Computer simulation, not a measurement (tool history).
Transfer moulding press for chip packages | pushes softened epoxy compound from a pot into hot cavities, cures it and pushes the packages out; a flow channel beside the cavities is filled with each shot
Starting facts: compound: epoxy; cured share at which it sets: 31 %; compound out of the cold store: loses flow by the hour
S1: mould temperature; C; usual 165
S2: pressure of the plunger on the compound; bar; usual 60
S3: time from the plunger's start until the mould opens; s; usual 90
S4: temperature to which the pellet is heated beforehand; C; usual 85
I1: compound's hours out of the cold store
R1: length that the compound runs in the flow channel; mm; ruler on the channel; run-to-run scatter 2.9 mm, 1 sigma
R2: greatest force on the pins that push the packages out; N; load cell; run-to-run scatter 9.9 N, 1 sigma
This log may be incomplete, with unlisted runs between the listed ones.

| run | hour | S1 | S2 | S3 | S4 | I1 | R1 | R2 |
|---|---|---|---|---|---|---|---|---|
| 1 | 0 | 165 | 60 | 90 | 85 | 25.9 | 625 | 488 |
| 2 | 19.1 | 165 | 60 | 90 | 85 | 18.5 | 656 | 657 |
| 3 | 53.4 | 165 | 60 | 90 | 85 | 18.8 | 654 | 884 |
|  | 57.8 | cavities cleaned with cleaning compound and waxed |
|  | 76.8 | plunger's sealing rings changed |
| 4 | 91.7 | 165 | 61.1 | 90 | 85 | 47 | 561 | 739 |
|  | 119.8 | cavities cleaned with cleaning compound and waxed |
| 5 | 125 | 165 | 60 | 90 | 75 | 17.5 | 673 | 587 |
| 6 | 154.3 | 165 | 60 | 90 | 75 | 23.5 | 645 | 809 |
|  | 178.6 | cavities cleaned with cleaning compound and waxed |
| 7 | 179.9 | 165 | 60 | 90 | 75 | 24.9 | 635 | 507 |
| 8 | 207.3 | 173 | 68.9 | 90 | 88 | 37.9 | 609 | 619 |
|  | 237.1 | cavities cleaned with cleaning compound and waxed |
| 9 | 237.9 | 160 | 48.8 | 90 | 78 | 10.3 | 634 | 744 |

The next listed run, before its measurement:
| 10 | 277.1 | 160 | 48.8 | 90 | 78 | 36.9 | ? | ? |

R1: 531 mm
R2: 1119 N
Minus the tool's unlogged condition, the same run would have read R1 545 mm, R2 599 N.
